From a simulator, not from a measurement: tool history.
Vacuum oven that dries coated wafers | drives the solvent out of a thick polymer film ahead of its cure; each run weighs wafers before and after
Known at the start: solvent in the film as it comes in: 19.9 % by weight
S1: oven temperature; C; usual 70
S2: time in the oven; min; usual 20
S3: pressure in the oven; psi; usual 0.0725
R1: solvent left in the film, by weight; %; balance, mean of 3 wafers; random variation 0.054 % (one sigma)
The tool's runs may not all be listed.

run	hour	S1	S2	S3	R1
1	0	70	20	0.0725	2.13
2	47.4	70	20	0.0725	2.01
3	103.3	66	20	0.0725	3.18
4	145.6	66	20	0.0725	3.12
5	211.9	70	20	0.0374	1.88
6	248.1	70	20	0.0374	1.82
7	292.6	70	20	0.0725	2.11
8	338.4	70	20	0.0725	2.18
9	396.2	70	20	0.0725	2.14
10	449.2	70	20	0.0725	2.15
11	498.5	70	20	0.0725	2.15
12	545.5	57	20	0.0725	5.96
13	603.4	57	20	0.0725	6.19
14	636.9	57	20	0.0725	6.03
15	705.9	70	20	0.0725	2.12
16	737	70	20	0.0725	2.18
17	800.1	70	20	0.0725	2.15
18	852.4	70	20	0.039	1.87
19	896.3	64	20	0.0725	3.91
20	936.7	68	17	0.1867	4.35
# hour 992.9: vacuum gauge cleaned of residue and calibrated
21	1007.6	68	17	0.1049	3.6
22	1075.5	68	17	0.1049	3.57
23	1107.8	77	17	0.0534	1.21
24	1169.4	70	11	0.0396	4.74
# hour 1194.4: oven's thermocouples calibrated
25	1202.2	70	11	0.1685	5.56
26	1232.9	63	16	0.0882	5.39

Run 27 comes next. What will it give?
27	1264.6	70	34	0.2683	?

R1: 3.01 %
Without the tool's hidden state the same run would have given R1 3.01 %.
